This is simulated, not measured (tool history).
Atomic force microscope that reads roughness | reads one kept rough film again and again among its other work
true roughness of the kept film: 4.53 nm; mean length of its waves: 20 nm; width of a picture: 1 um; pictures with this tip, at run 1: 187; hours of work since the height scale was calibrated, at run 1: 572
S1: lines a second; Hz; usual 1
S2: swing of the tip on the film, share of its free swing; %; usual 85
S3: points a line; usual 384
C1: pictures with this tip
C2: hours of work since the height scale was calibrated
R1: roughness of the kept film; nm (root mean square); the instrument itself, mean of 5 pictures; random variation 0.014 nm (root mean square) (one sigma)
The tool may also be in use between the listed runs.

{"run": 1, "hour": 0.0, "S1": 1, "S2": 85, "S3": 384, "C1": 187, "C2": 572, "R1": 3.393}
{"hour": 40.6, "done": "new tip fitted"}
{"run": 2, "hour": 40.6, "S1": 1, "S2": 85, "S3": 384, "C1": 0, "C2": 599, "R1": 3.41}
{"run": 3, "hour": 79.3, "S1": 1, "S2": 85, "S3": 384, "C1": 69, "C2": 626, "R1": 3.383}
{"run": 4, "hour": 129.9, "S1": 2.82, "S2": 85, "S3": 384, "C1": 159, "C2": 660, "R1": 3.024}
{"run": 5, "hour": 174.2, "S1": 2.82, "S2": 85, "S3": 917, "C1": 238, "C2": 691, "R1": 3.035}
{"hour": 188.1, "done": "new tip fitted"}
{"run": 6, "hour": 208.4, "S1": 2.82, "S2": 85, "S3": 917, "C1": 36, "C2": 714, "R1": 3.048}
{"run": 7, "hour": 269.0, "S1": 1.17, "S2": 85, "S3": 384, "C1": 144, "C2": 755, "R1": 3.344}
{"run": 8, "hour": 321.6, "S1": 1.17, "S2": 68, "S3": 384, "C1": 238, "C2": 791, "R1": 3.512}
{"hour": 335.3, "done": "new tip fitted"}
{"run": 9, "hour": 351.3, "S1": 1.17, "S2": 68, "S3": 384, "C1": 29, "C2": 811, "R1": 3.519}
{"run": 10, "hour": 401.8, "S1": 1.17, "S2": 68, "S3": 384, "C1": 119, "C2": 846, "R1": 3.527}
{"run": 11, "hour": 454.3, "S1": 1.17, "S2": 68, "S3": 384, "C1": 212, "C2": 882, "R1": 3.496}
{"hour": 482.5, "done": "new tip fitted"}
{"run": 12, "hour": 482.5, "S1": 1.17, "S2": 68, "S3": 384, "C1": 0, "C2": 901, "R1": 3.528}
{"run": 13, "hour": 539.2, "S1": 1.17, "S2": 68, "S3": 384, "C1": 101, "C2": 940, "R1": 3.509}
{"run": 14, "hour": 595.1, "S1": 1.17, "S2": 60, "S3": 798, "C1": 200, "C2": 978, "R1": 3.59}
{"hour": 629.3, "done": "new tip fitted"}
{"run": 15, "hour": 633.1, "S1": 3.32, "S2": 60, "S3": 758, "C1": 7, "C2": 1004, "R1": 3.468}
{"run": 16, "hour": 663.3, "S1": 3.32, "S2": 60, "S3": 758, "C1": 61, "C2": 1025, "R1": 3.481}
{"run": 17, "hour": 690.1, "S1": 1.92, "S2": 60, "S3": 537, "C1": 109, "C2": 1043, "R1": 3.529}
{"run": 18, "hour": 721.4, "S1": 3.27, "S2": 61, "S3": 384, "C1": 164, "C2": 1064, "R1": 3.411}
{"hour": 774.8, "done": "new tip fitted"}
{"run": 19, "hour": 780.5, "S1": 1.19, "S2": 69, "S3": 384, "C1": 10, "C2": 1105, "R1": 3.483}
{"run": 20, "hour": 809.5, "S1": 1.32, "S2": 90, "S3": 479, "C1": 61, "C2": 1124, "R1": 3.267}
{"run": 21, "hour": 834.8, "S1": 2.65, "S2": 85, "S3": 711, "C1": 107, "C2": 1142, "R1": 3.09}
{"run": 22, "hour": 893.6, "S1": 2.63, "S2": 89, "S3": 278, "C1": 211, "C2": 1182, "R1": 2.909}
{"hour": 921.6, "done": "new tip fitted"}
{"run": 23, "hour": 949.1, "S1": 2.63, "S2": 89, "S3": 278, "C1": 49, "C2": 1220, "R1": 2.931}
{"run": 24, "hour": 978.7, "S1": 1.61, "S2": 58, "S3": 384, "C1": 102, "C2": 1240, "R1": 3.54}
{"run": 25, "hour": 1004.9, "S1": 1.52, "S2": 73, "S3": 375, "C1": 149, "C2": 1258, "R1": 3.431}
{"run": 26, "hour": 1063.6, "S1": 1.37, "S2": 56, "S3": 440, "C1": 253, "C2": 1298, "R1": 3.591}

4 ways to go on from here, each from the tool as it stands after run 26. What would each give?
{"hour": 1069.2, "done": "new tip fitted"}
{"run": "A", "hour": 1110.3, "S1": 0.9, "S2": 87, "S3": 260, "C1": 73, "C2": 1330, "R1": "?"}
{"hour": 1069.2, "done": "new tip fitted"}
{"run": "B", "hour": 1110.3, "S1": 1.37, "S2": 89, "S3": 440, "C1": 73, "C2": 1330, "R1": "?"}
{"hour": 1069.2, "done": "new tip fitted"}
{"run": "C", "hour": 1110.3, "S1": 1.62, "S2": 85, "S3": 568, "C1": 73, "C2": 1330, "R1": "?"}
{"hour": 1069.2, "done": "new tip fitted"}
{"run": "D", "hour": 1110.3, "S1": 1, "S2": 74, "S3": 384, "C1": 73, "C2": 1330, "R1": "?"}

run=A R1=3.327
run=B R1=3.227
run=C R1=3.278
run=D R1=3.485
Without the tool's hidden state the same runs would have given:
run=A R1=3.329
run=B R1=3.229
run=C R1=3.28
run=D R1=3.487

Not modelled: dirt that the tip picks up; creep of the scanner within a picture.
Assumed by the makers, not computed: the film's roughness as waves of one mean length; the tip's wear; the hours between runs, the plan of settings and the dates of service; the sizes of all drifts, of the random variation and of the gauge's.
